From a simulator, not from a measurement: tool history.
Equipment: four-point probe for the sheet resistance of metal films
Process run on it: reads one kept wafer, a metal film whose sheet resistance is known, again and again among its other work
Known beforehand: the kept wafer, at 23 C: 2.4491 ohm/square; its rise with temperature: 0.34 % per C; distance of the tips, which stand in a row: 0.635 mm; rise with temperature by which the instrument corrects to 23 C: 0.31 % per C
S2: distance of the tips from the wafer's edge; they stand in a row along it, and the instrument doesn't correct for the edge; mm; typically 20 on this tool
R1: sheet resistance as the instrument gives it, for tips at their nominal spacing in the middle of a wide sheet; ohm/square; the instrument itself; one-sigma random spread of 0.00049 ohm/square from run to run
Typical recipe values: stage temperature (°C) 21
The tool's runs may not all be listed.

{"run": 1, "hour": 0.0, "stage temperature (°C)": 21, "S2": 20, "R1": 2.452722}
{"run": 2, "hour": 36.2, "stage temperature (°C)": 21, "S2": 20, "R1": 2.452765}
{"run": 3, "hour": 79.4, "stage temperature (°C)": 23, "S2": 20, "R1": 2.454607}
{"run": 4, "hour": 131.3, "stage temperature (°C)": 23, "S2": 20, "R1": 2.454842}
{"run": 5, "hour": 162.6, "stage temperature (°C)": 23, "S2": 20, "R1": 2.455803}
{"run": 6, "hour": 197.4, "stage temperature (°C)": 31, "S2": 20, "R1": 2.461303}
{"run": 7, "hour": 246.7, "stage temperature (°C)": 30, "S2": 20, "R1": 2.463272}
{"run": 8, "hour": 284.5, "stage temperature (°C)": 30, "S2": 20, "R1": 2.462576}
{"run": 9, "hour": 309.9, "stage temperature (°C)": 21, "S2": 9, "R1": 2.461408}
{"run": 10, "hour": 367.2, "stage temperature (°C)": 21, "S2": 26, "R1": 2.456784}
{"run": 11, "hour": 417.9, "stage temperature (°C)": 20, "S2": 26, "R1": 2.450517}
{"run": 12, "hour": 457.8, "stage temperature (°C)": 21, "S2": 24, "R1": 2.451867}
{"run": 13, "hour": 487.3, "stage temperature (°C)": 21, "S2": 20, "R1": 2.452255}
{"run": 14, "hour": 538.1, "stage temperature (°C)": 21, "S2": 20, "R1": 2.453167}
{"run": 15, "hour": 596.4, "stage temperature (°C)": 21, "S2": 20, "R1": 2.453601}
{"run": 16, "hour": 648.1, "stage temperature (°C)": 24, "S2": 20, "R1": 2.455962}
{"run": 17, "hour": 677.7, "stage temperature (°C)": 24, "S2": 20, "R1": 2.456901}
{"run": 18, "hour": 706.7, "stage temperature (°C)": 24, "S2": 20, "R1": 2.45749}
{"run": 19, "hour": 764.4, "stage temperature (°C)": 28, "S2": 20, "R1": 2.460291}
{"run": 20, "hour": 800.0, "stage temperature (°C)": 28, "S2": 20, "R1": 2.461539}
{"run": 21, "hour": 833.0, "stage temperature (°C)": 28, "S2": 20, "R1": 2.461869}
{"run": 22, "hour": 858.1, "stage temperature (°C)": 22, "S2": 20, "R1": 2.458258}
{"run": 23, "hour": 895.4, "stage temperature (°C)": 20, "S2": 5, "R1": 2.476678}
{"run": 24, "hour": 934.3, "stage temperature (°C)": 20, "S2": 5, "R1": 2.477045}
{"run": 25, "hour": 962.3, "stage temperature (°C)": 20, "S2": 6, "R1": 2.47094}
{"run": 26, "hour": 991.2, "stage temperature (°C)": 21, "S2": 33, "R1": 2.457777}
{"run": 27, "hour": 1020.1, "stage temperature (°C)": 19, "S2": 52, "R1": 2.457537}
{"run": 28, "hour": 1055.6, "stage temperature (°C)": 19, "S2": 27, "R1": 2.4585}
{"run": 29, "hour": 1102.5, "stage temperature (°C)": 19, "S2": 27, "R1": 2.459311}
{"run": 30, "hour": 1129.2, "stage temperature (°C)": 19, "S2": 27, "R1": 2.459272}
{"run": 31, "hour": 1180.3, "stage temperature (°C)": 19, "S2": 27, "R1": 2.459595}
{"run": 32, "hour": 1205.1, "stage temperature (°C)": 19, "S2": 27, "R1": 2.45983}
{"run": 33, "hour": 1258.0, "stage temperature (°C)": 32, "S2": 61, "R1": 2.46927}
{"run": 34, "hour": 1311.4, "stage temperature (°C)": 35, "S2": 8, "R1": 2.481003}
{"run": 35, "hour": 1350.6, "stage temperature (°C)": 20, "S2": 48, "R1": 2.462457}
{"run": 36, "hour": 1404.1, "stage temperature (°C)": 31, "S2": 55, "R1": 2.470103}
{"run": 37, "hour": 1438.7, "stage temperature (°C)": 22, "S2": 6, "R1": 2.479052}
{"run": 38, "hour": 1486.2, "stage temperature (°C)": 22, "S2": 6, "R1": 2.480598}
{"run": 39, "hour": 1513.5, "stage temperature (°C)": 25, "S2": 30, "R1": 2.46829}
{"run": 40, "hour": 1567.6, "stage temperature (°C)": 30, "S2": 66, "R1": 2.470674}
{"run": 41, "hour": 1592.6, "stage temperature (°C)": 30, "S2": 66, "R1": 2.471886}
{"run": 42, "hour": 1625.3, "stage temperature (°C)": 18, "S2": 8, "R1": 2.472116}
{"run": 43, "hour": 1674.5, "stage temperature (°C)": 18, "S2": 8, "R1": 2.473294}
{"run": 44, "hour": 1719.3, "stage temperature (°C)": 24, "S2": 10, "R1": 2.474566}

Taken out of this log: 1 entry between the listed runs. Where each belongs, and how the hidden state differs across it:
From run 10 to run 11: new probe head fitted (hour 387.9)
  inner tips' distance over the nominal, %: 0.235 -> 0.013; tips' flats over new ones', %: 128 -> 3
  measured minus no-state result, R1: +0.008264 -> +0.002418 ohm/square

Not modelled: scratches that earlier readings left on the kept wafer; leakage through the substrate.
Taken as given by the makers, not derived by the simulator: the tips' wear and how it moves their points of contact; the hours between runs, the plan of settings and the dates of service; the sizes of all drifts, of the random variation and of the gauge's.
